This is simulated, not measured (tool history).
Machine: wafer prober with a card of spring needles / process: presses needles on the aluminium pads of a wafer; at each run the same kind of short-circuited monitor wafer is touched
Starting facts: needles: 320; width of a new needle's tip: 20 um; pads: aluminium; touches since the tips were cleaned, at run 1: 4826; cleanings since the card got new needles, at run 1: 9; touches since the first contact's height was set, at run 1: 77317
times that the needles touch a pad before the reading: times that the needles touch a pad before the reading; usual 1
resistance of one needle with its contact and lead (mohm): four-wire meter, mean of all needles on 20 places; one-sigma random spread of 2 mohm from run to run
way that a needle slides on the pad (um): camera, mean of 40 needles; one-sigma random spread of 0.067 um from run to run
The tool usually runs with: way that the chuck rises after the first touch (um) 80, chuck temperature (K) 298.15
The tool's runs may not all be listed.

| run | hour | way that the chuck rises after the first touch (um) | chuck temperature (K) | times that the needles touch a pad before the reading | touches since the tips were cleaned | cleanings since the card got new needles | touches since the first contact's height was set | resistance of one needle with its contact and lead (mohm) | way that a needle slides on the pad (um) |
|---|---|---|---|---|---|---|---|---|---|
| 1 | 0.0 | 80 | 298.15 | 1 | 4826 | 9 | 77317 | 212 | 17.21 |
| 2 | 6.4 | 80 | 298.15 | 1 | 6201 | 9 | 78692 | 210 | 17.09 |
|  | 10.7 | tips cleaned on abrasive film |
| 3 | 17.1 | 80 | 298.15 | 1 | 1377 | 10 | 80960 | 211 | 17.27 |
| 4 | 25.7 | 80 | 298.15 | 1 | 3224 | 10 | 82807 | 211 | 17.25 |
| 5 | 32.9 | 89 | 298.15 | 1 | 4776 | 10 | 84359 | 211 | 19.24 |
| 6 | 40.1 | 89 | 298.15 | 1 | 6319 | 10 | 85902 | 209 | 19.21 |
|  | 44.4 | tips cleaned on abrasive film |
| 7 | 45.5 | 89 | 298.15 | 1 | 236 | 11 | 87024 | 207 | 19.22 |
| 8 | 56.6 | 89 | 298.15 | 1 | 2634 | 11 | 89422 | 207 | 19.21 |
| 9 | 66.2 | 89 | 298.15 | 1 | 4685 | 11 | 91473 | 212 | 19.12 |
|  | 78.0 | tips cleaned on abrasive film |
| 10 | 78.9 | 72 | 298.15 | 1 | 189 | 12 | 94174 | 211 | 15.54 |
| 11 | 91.8 | 63 | 388.15 | 2 | 2960 | 12 | 96945 | 237 | 13.62 |
| 12 | 101.7 | 63 | 388.15 | 2 | 5076 | 12 | 99061 | 234 | 13.59 |
|  | 111.1 | tips cleaned on abrasive film |
| 13 | 111.2 | 63 | 319.15 | 2 | 25 | 13 | 101092 | 212 | 13.55 |
| 14 | 121.1 | 63 | 330.15 | 2 | 2144 | 13 | 103211 | 222 | 13.64 |
| 15 | 127.5 | 78 | 364.15 | 1 | 3524 | 13 | 104591 | 225 | 16.72 |
| 16 | 136.3 | 78 | 364.15 | 1 | 5406 | 13 | 106473 | 225 | 16.89 |
| 17 | 142.8 | 78 | 364.15 | 1 | 6789 | 13 | 107856 | 226 | 16.89 |
|  | 144.5 | tips cleaned on abrasive film |
| 18 | 151.9 | 78 | 333.15 | 2 | 1592 | 14 | 109796 | 217 | 16.69 |
| 19 | 163.0 | 84 | 365.15 | 1 | 3965 | 14 | 112169 | 229 | 17.97 |
| 20 | 176.0 | 98 | 298.15 | 1 | 6757 | 14 | 114961 | 206 | 21.02 |

Consider 4 possible next runs. They are alternatives, not a sequence: every one starts from the tool as it was left by run 20. What does each give?
|  | 178.2 | tips cleaned on abrasive film |
| A | 185.5 | 86 | 313.15 | 1 | 1569 | 15 | 116978 | ? | ? |
|  | 178.2 | tips cleaned on abrasive film |
| B | 185.5 | 97 | 312.15 | 1 | 1569 | 15 | 116978 | ? | ? |
|  | 178.2 | tips cleaned on abrasive film |
| C | 185.5 | 91 | 360.15 | 1 | 1569 | 15 | 116978 | ? | ? |
|  | 178.2 | tips cleaned on abrasive film |
| D | 185.5 | 80 | 337.15 | 2 | 1569 | 15 | 116978 | ? | ? |

| run | resistance of one needle with its contact and lead (mohm) | way that a needle slides on the pad (um) |
|---|---|---|
| A | 211 | 18.41 |
| B | 212 | 20.84 |
| C | 223 | 19.54 |
| D | 220 | 17.31 |
Without the tool's hidden state the same runs would have given:
| run | resistance of one needle with its contact and lead (mohm) | way that a needle slides on the pad (um) |
|---|---|---|
| A | 211 | 18.41 |
| B | 211 | 20.85 |
| C | 222 | 19.55 |
| D | 220 | 17.31 |

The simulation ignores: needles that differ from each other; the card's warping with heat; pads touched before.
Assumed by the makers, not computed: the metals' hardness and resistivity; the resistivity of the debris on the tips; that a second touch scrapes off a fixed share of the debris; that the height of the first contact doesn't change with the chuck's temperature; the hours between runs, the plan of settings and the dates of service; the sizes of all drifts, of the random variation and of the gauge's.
